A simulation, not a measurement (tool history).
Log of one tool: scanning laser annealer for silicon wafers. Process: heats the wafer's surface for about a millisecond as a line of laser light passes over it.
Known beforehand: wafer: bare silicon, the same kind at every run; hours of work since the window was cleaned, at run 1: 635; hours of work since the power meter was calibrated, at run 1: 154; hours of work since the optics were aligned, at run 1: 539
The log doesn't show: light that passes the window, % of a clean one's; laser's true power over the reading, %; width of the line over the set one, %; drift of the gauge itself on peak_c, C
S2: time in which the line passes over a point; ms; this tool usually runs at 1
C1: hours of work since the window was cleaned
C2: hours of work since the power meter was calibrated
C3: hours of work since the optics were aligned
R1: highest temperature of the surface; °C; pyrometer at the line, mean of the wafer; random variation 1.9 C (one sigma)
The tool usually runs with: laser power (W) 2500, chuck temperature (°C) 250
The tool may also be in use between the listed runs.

run 1 hour=0 | laser_power_(W)=2500 S2=1 chuck_temperature_(°C)=250 | C1=635 C2=154 C3=539 | R1=1055
run 2 hour=20.7 | laser_power_(W)=2500 S2=1 chuck_temperature_(°C)=250 | C1=651 C2=169 C3=554 | R1=1053
-- hour=39.4 window over the wafer cleaned
run 3 hour=44.1 | laser_power_(W)=2500 S2=1 chuck_temperature_(°C)=250 | C1=3 C2=185 C3=570 | R1=1088
run 4 hour=85.7 | laser_power_(W)=2500 S2=1 chuck_temperature_(°C)=250 | C1=34 C2=216 C3=601 | R1=1086
run 5 hour=131.6 | laser_power_(W)=2500 S2=1 chuck_temperature_(°C)=250 | C1=68 C2=250 C3=635 | R1=1085
run 6 hour=161.5 | laser_power_(W)=2500 S2=1 chuck_temperature_(°C)=277 | C1=90 C2=272 C3=657 | R1=1111
run 7 hour=194.1 | laser_power_(W)=2500 S2=0.7 chuck_temperature_(°C)=277 | C1=115 C2=296 C3=681 | R1=992
run 8 hour=222.6 | laser_power_(W)=2140 S2=0.7 chuck_temperature_(°C)=277 | C1=136 C2=317 C3=702 | R1=890
run 9 hour=257.2 | laser_power_(W)=2500 S2=1 chuck_temperature_(°C)=250 | C1=161 C2=343 C3=728 | R1=1077
run 10 hour=277.3 | laser_power_(W)=2500 S2=1 chuck_temperature_(°C)=250 | C1=176 C2=358 C3=742 | R1=1077
run 11 hour=301.5 | laser_power_(W)=2500 S2=1 chuck_temperature_(°C)=250 | C1=194 C2=375 C3=760 | R1=1076
run 12 hour=346.7 | laser_power_(W)=2500 S2=1 chuck_temperature_(°C)=250 | C1=227 C2=409 C3=794 | R1=1075
run 13 hour=385.8 | laser_power_(W)=2444 S2=1 chuck_temperature_(°C)=250 | C1=256 C2=438 C3=823 | R1=1054
run 14 hour=421.6 | laser_power_(W)=2444 S2=1 chuck_temperature_(°C)=250 | C1=283 C2=464 C3=849 | R1=1053
run 15 hour=457.8 | laser_power_(W)=2444 S2=1 chuck_temperature_(°C)=250 | C1=310 C2=491 C3=876 | R1=1053
run 16 hour=500.1 | laser_power_(W)=2500 S2=1 chuck_temperature_(°C)=265 | C1=341 C2=522 C3=907 | R1=1084
run 17 hour=548.4 | laser_power_(W)=2500 S2=1.19 chuck_temperature_(°C)=250 | C1=377 C2=558 C3=943 | R1=1129
run 18 hour=581.2 | laser_power_(W)=2395 S2=1 chuck_temperature_(°C)=250 | C1=401 C2=583 C3=967 | R1=1031
run 19 hour=620.7 | laser_power_(W)=2500 S2=1 chuck_temperature_(°C)=250 | C1=430 C2=612 C3=997 | R1=1063
run 20 hour=659.5 | laser_power_(W)=2500 S2=1 chuck_temperature_(°C)=250 | C1=459 C2=640 C3=1025 | R1=1063
run 21 hour=704.9 | laser_power_(W)=2664 S2=1.12 chuck_temperature_(°C)=250 | C1=493 C2=674 C3=1059 | R1=1155
run 22 hour=743.1 | laser_power_(W)=2664 S2=1.12 chuck_temperature_(°C)=277 | C1=521 C2=702 C3=1087 | R1=1177
run 23 hour=778.6 | laser_power_(W)=2676 S2=1.08 chuck_temperature_(°C)=283 | C1=547 C2=729 C3=1114 | R1=1174
run 24 hour=820 | laser_power_(W)=2676 S2=0.75 chuck_temperature_(°C)=244 | C1=578 C2=759 C3=1144 | R1=1005
run 25 hour=860 | laser_power_(W)=2623 S2=1 chuck_temperature_(°C)=250 | C1=607 C2=789 C3=1174 | R1=1094
run 26 hour=902.6 | laser_power_(W)=2274 S2=0.97 chuck_temperature_(°C)=245 | C1=639 C2=820 C3=1205 | R1=968
-- hour=938 window over the wafer cleaned
run 27 hour=941.9 | laser_power_(W)=2211 S2=1.15 chuck_temperature_(°C)=251 | C1=3 C2=848 C3=1233 | R1=1038
run 28 hour=964.5 | laser_power_(W)=2211 S2=1.15 chuck_temperature_(°C)=251 | C1=20 C2=865 C3=1250 | R1=1039
run 29 hour=992.9 | laser_power_(W)=2656 S2=1.13 chuck_temperature_(°C)=251 | C1=41 C2=886 C3=1271 | R1=1182
run 30 hour=1016.5 | laser_power_(W)=2656 S2=1.13 chuck_temperature_(°C)=251 | C1=58 C2=903 C3=1288 | R1=1179
run 31 hour=1064.2 | laser_power_(W)=2302 S2=1 chuck_temperature_(°C)=216 | C1=93 C2=938 C3=1323 | R1=981
run 32 hour=1110.7 | laser_power_(W)=2302 S2=1 chuck_temperature_(°C)=216 | C1=128 C2=973 C3=1358 | R1=985
run 33 hour=1158.3 | laser_power_(W)=2302 S2=1 chuck_temperature_(°C)=254 | C1=163 C2=1008 C3=1393 | R1=1019
run 34 hour=1188.9 | laser_power_(W)=2444 S2=0.89 chuck_temperature_(°C)=234 | C1=186 C2=1031 C3=1416 | R1=1006
run 35 hour=1237.1 | laser_power_(W)=2500 S2=0.89 chuck_temperature_(°C)=281 | C1=221 C2=1066 C3=1451 | R1=1065
run 36 hour=1282.6 | laser_power_(W)=2648 S2=0.94 chuck_temperature_(°C)=221 | C1=255 C2=1100 C3=1485 | R1=1067
run 37 hour=1315.6 | laser_power_(W)=2720 S2=0.88 chuck_temperature_(°C)=225 | C1=279 C2=1125 C3=1509 | R1=1070
run 38 hour=1358.8 | laser_power_(W)=2409 S2=1.02 chuck_temperature_(°C)=272 | C1=311 C2=1157 C3=1541 | R1=1069
run 39 hour=1396.1 | laser_power_(W)=2409 S2=1.02 chuck_temperature_(°C)=259 | C1=339 C2=1184 C3=1569 | R1=1055
run 40 hour=1429.1 | laser_power_(W)=2409 S2=1.02 chuck_temperature_(°C)=259 | C1=363 C2=1209 C3=1594 | R1=1051

What if the next run were any one of these 5? Each begins from the tool's condition after run 40:
run A hour=1462.4 | laser_power_(W)=2683 S2=1 chuck_temperature_(°C)=241 | C1=388 C2=1233 C3=1618 | R1=?
run B hour=1462.4 | laser_power_(W)=2183 S2=0.72 chuck_temperature_(°C)=251 | C1=388 C2=1233 C3=1618 | R1=?
run C hour=1462.4 | laser_power_(W)=2409 S2=1.14 chuck_temperature_(°C)=259 | C1=388 C2=1233 C3=1618 | R1=?
run D hour=1462.4 | laser_power_(W)=2536 S2=1.11 chuck_temperature_(°C)=248 | C1=388 C2=1233 C3=1618 | R1=?
run E hour=1462.4 | laser_power_(W)=2500 S2=0.87 chuck_temperature_(°C)=233 | C1=388 C2=1233 C3=1618 | R1=?

run=A R1=1112
run=B R1=873
run=C R1=1091
run=D R1=1108
run=E R1=1001
Had the tool no hidden state, the same runs would have come out as:
run=A R1=1141
run=B R1=894
run=C R1=1119
run=D R1=1137
run=E R1=1027
